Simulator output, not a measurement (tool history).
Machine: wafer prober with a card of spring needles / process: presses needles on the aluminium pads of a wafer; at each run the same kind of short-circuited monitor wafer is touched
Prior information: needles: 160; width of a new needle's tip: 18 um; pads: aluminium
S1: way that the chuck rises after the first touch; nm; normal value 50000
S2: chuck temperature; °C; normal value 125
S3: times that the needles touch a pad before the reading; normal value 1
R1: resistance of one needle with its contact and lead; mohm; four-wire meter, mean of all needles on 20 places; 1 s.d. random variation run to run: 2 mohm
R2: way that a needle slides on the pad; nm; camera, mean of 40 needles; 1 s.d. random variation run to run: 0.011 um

run 1 day=0 | S1=50000 S2=125 S3=1 | R1=215 R2=12600
-- day=0.362 tips cleaned on abrasive film
-- day=1.225 tips cleaned on abrasive film
-- day=2.083 tips cleaned on abrasive film
run 2 day=2.083 | S1=50000 S2=125 S3=1 | R1=217 R2=12630
-- day=2.921 tips cleaned on abrasive film
-- day=3.842 tips cleaned on abrasive film
run 3 day=4.092 | S1=50000 S2=125 S3=1 | R1=217 R2=12660
-- day=4.679 tips cleaned on abrasive film
-- day=5.567 tips cleaned on abrasive film
run 4 day=6.1 | S1=50000 S2=30 S3=1 | R1=195 R2=12680
-- day=6.517 tips cleaned on abrasive film
-- day=7.221 height of the first contact set anew
-- day=7.358 tips cleaned on abrasive film
run 5 day=7.708 | S1=50000 S2=125 S3=1 | R1=216 R2=12700
-- day=8.317 tips cleaned on abrasive film
-- day=9.25 tips cleaned on abrasive film
run 6 day=9.471 | S1=50000 S2=56 S3=1 | R1=201 R2=12720
-- day=10.067 tips cleaned on abrasive film
run 7 day=10.438 | S1=50000 S2=34 S3=1 | R1=196 R2=12750
-- day=11.012 tips cleaned on abrasive film
-- day=11.888 tips cleaned on abrasive film
run 8 day=12.412 | S1=50000 S2=34 S3=1 | R1=191 R2=12760
-- day=12.729 tips cleaned on abrasive film
-- day=13.588 tips cleaned on abrasive film
run 9 day=14.229 | S1=50000 S2=34 S3=1 | R1=194 R2=12780
-- day=14.433 tips cleaned on abrasive film
-- day=15.304 tips cleaned on abrasive film
-- day=16.183 tips cleaned on abrasive film
run 10 day=16.5 | S1=50000 S2=34 S3=1 | R1=198 R2=12790
-- day=17.025 tips cleaned on abrasive film
-- day=17.904 tips cleaned on abrasive film
run 11 day=18.204 | S1=50000 S2=34 S3=2 | R1=197 R2=12840
-- day=18.767 tips cleaned on abrasive film
-- day=19.367 height of the first contact set anew
-- day=19.683 tips cleaned on abrasive film
run 12 day=20.167 | S1=50000 S2=125 S3=1 | R1=212 R2=12840
-- day=20.579 tips cleaned on abrasive film
-- day=21.45 tips cleaned on abrasive film
run 13 day=22.158 | S1=33000 S2=125 S3=1 | R1=230 R2=8510
-- day=22.279 gauge calibrated
-- day=22.283 tips cleaned on abrasive film
-- day=23.179 tips cleaned on abrasive film
run 14 day=23.721 | S1=33000 S2=125 S3=1 | R1=223 R2=8340
-- day=24.117 tips cleaned on abrasive film
-- day=24.942 tips cleaned on abrasive film
run 15 day=24.942 | S1=43000 S2=125 S3=1 | R1=222 R2=10870
-- day=25.783 tips cleaned on abrasive film
-- day=26.621 tips cleaned on abrasive film
run 16 day=27.142 | S1=65000 S2=37 S3=3 | R1=191 R2=16470
-- day=27.492 tips cleaned on abrasive film
-- day=28.329 tips cleaned on abrasive film
run 17 day=28.992 | S1=65000 S2=55 S3=2 | R1=194 R2=16500
-- day=29.146 tips cleaned on abrasive film
-- day=30.071 tips cleaned on abrasive film
-- day=30.938 tips cleaned on abrasive film
run 18 day=31.275 | S1=50000 S2=63 S3=1 | R1=203 R2=12730
-- day=31.467 height of the first contact set anew
-- day=31.808 tips cleaned on abrasive film
-- day=32.775 tips cleaned on abrasive film
run 19 day=33.121 | S1=39000 S2=63 S3=1 | R1=210 R2=9930
-- day=33.642 tips cleaned on abrasive film
-- day=34.521 tips cleaned on abrasive film
run 20 day=35.138 | S1=34000 S2=45 S3=2 | R1=206 R2=8680
-- day=35.333 tips cleaned on abrasive film
run 21 day=36.096 | S1=35000 S2=80 S3=2 | R1=216 R2=8940
-- day=36.225 tips cleaned on abrasive film
-- day=37.112 tips cleaned on abrasive film
-- day=37.992 tips cleaned on abrasive film
run 22 day=38.329 | S1=57000 S2=39 S3=1 | R1=192 R2=14590
-- day=38.888 tips cleaned on abrasive film
run 23 day=39.646 | S1=65000 S2=39 S3=2 | R1=190 R2=16660
-- day=39.783 tips cleaned on abrasive film
-- day=40.633 tips cleaned on abrasive film
run 24 day=40.821 | S1=30000 S2=125 S3=2 | R1=231 R2=7710
-- day=41.483 tips cleaned on abrasive film
-- day=42.35 tips cleaned on abrasive film
run 25 day=43.117 | S1=30000 S2=95 S3=2 | R1=223 R2=7720
-- day=43.312 tips cleaned on abrasive film
-- day=43.458 height of the first contact set anew
-- day=44.267 tips cleaned on abrasive film
-- day=45.096 tips cleaned on abrasive film
run 26 day=45.425 | S1=30000 S2=95 S3=2 | R1=224 R2=7710
-- day=45.946 tips cleaned on abrasive film
-- day=46.754 tips cleaned on abrasive film
run 27 day=46.846 | S1=30000 S2=95 S3=2 | R1=225 R2=7700
-- day=47.675 tips cleaned on abrasive film
-- day=48.529 tips cleaned on abrasive film
run 28 day=48.579 | S1=65000 S2=125 S3=1 | R1=209 R2=16790
-- day=49.404 tips cleaned on abrasive film
run 29 day=49.796 | S1=65000 S2=125 S3=1 | R1=215 R2=16830

Predict each of these 4 candidate next runs independently; none follows another, all start after run 29:
-- day=50.242 tips cleaned on abrasive film
-- day=51.138 tips cleaned on abrasive film
run A day=51.238 | S1=50000 S2=40 S3=1 | R1=? R2=?
-- day=50.242 tips cleaned on abrasive film
-- day=51.138 tips cleaned on abrasive film
run B day=51.238 | S1=41000 S2=26 S3=1 | R1=? R2=?
-- day=50.242 tips cleaned on abrasive film
-- day=51.138 tips cleaned on abrasive film
run C day=51.238 | S1=65000 S2=49 S3=1 | R1=? R2=?
-- day=50.242 tips cleaned on abrasive film
-- day=51.138 tips cleaned on abrasive film
run D day=51.238 | S1=50000 S2=125 S3=3 | R1=? R2=?

run=A R1=199 R2=12940
run=B R1=197 R2=10620
run=C R1=196 R2=16840
run=D R1=217 R2=12950
What these runs would have given with no unlogged condition in the tool:
run=A R1=199 R2=12610
run=B R1=197 R2=10340
run=C R1=196 R2=16410
run=D R1=217 R2=12620

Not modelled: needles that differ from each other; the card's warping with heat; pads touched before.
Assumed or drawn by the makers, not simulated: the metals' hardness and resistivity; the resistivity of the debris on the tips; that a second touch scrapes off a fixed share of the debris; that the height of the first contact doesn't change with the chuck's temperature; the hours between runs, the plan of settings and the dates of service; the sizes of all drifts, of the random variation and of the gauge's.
